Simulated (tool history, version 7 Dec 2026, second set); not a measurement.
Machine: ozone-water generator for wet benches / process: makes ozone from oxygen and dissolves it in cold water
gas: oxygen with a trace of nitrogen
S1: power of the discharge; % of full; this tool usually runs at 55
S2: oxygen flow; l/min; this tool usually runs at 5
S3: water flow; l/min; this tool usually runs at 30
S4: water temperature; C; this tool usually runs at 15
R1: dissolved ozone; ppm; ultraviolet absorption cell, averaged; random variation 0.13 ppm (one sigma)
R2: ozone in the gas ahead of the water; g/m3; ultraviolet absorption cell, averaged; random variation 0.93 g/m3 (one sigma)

{"run": 1, "day": 0.0, "S1": 55, "S2": 5, "S3": 30, "S4": 15, "R1": 13.6, "R2": 147.6}
{"run": 2, "day": 3.579, "S1": 70, "S2": 5, "S3": 30, "S4": 15, "R1": 16.4, "R2": 178.9}
{"run": 3, "day": 8.525, "S1": 70, "S2": 5, "S3": 30, "S4": 15, "R1": 16.6, "R2": 179.7}
{"run": 4, "day": 14.325, "S1": 70, "S2": 8.49, "S3": 30, "S4": 15, "R1": 17.9, "R2": 142.7}
{"day": 15.129, "done": "water thermometer calibrated"}
{"run": 5, "day": 23.212, "S1": 55, "S2": 5, "S3": 30, "S4": 22, "R1": 12.4, "R2": 146.1}
{"run": 6, "day": 28.192, "S1": 55, "S2": 5, "S3": 30, "S4": 22, "R1": 12.3, "R2": 145.7}
{"run": 7, "day": 32.633, "S1": 55, "S2": 5, "S3": 30, "S4": 22, "R1": 12.3, "R2": 146.1}
{"day": 39.667, "done": "water thermometer calibrated, once more"}
{"run": 8, "day": 39.667, "S1": 49, "S2": 5.27, "S3": 36, "S4": 9, "R1": 11.2, "R2": 127.7}
{"run": 9, "day": 44.604, "S1": 49, "S2": 5.27, "S3": 36, "S4": 9, "R1": 11, "R2": 126.4}
{"run": 10, "day": 48.35, "S1": 55, "S2": 5.78, "S3": 27, "S4": 20, "R1": 14, "R2": 136}
{"run": 11, "day": 57.246, "S1": 55, "S2": 5.78, "S3": 27, "S4": 20, "R1": 13.8, "R2": 134.1}
{"run": 12, "day": 61.15, "S1": 55, "S2": 5.78, "S3": 32, "S4": 23, "R1": 11.7, "R2": 131}
{"run": 13, "day": 66.029, "S1": 55, "S2": 5.78, "S3": 32, "S4": 23, "R1": 11.5, "R2": 132.5}
{"run": 14, "day": 71.833, "S1": 55, "S2": 5.78, "S3": 32, "S4": 23, "R1": 11.5, "R2": 132.4}

Some steps in R1, run to run, broken into two amounts with sign: the step expected even without the hidden condition (settings, incoming material, random variation), and the rest, left for the hidden condition together with whatever gauge scatter is not in both the measured and the hidden-condition-free result:
The hidden state here: yield of the discharge, % of new electrodes'; contactor's efficiency, % of a clean one's; true water temperature over the reading, C; drift of the gauge itself on ozone_ppm, %; drift of the gauge itself on gas_g_m3, %.
Run 4 -> 5: S1 70 -> 55, S2 8.49 -> 5, S4 15 -> 22, water thermometer calibrated. R1 -5.5 ppm: hidden state +0.7, all else -6.2.
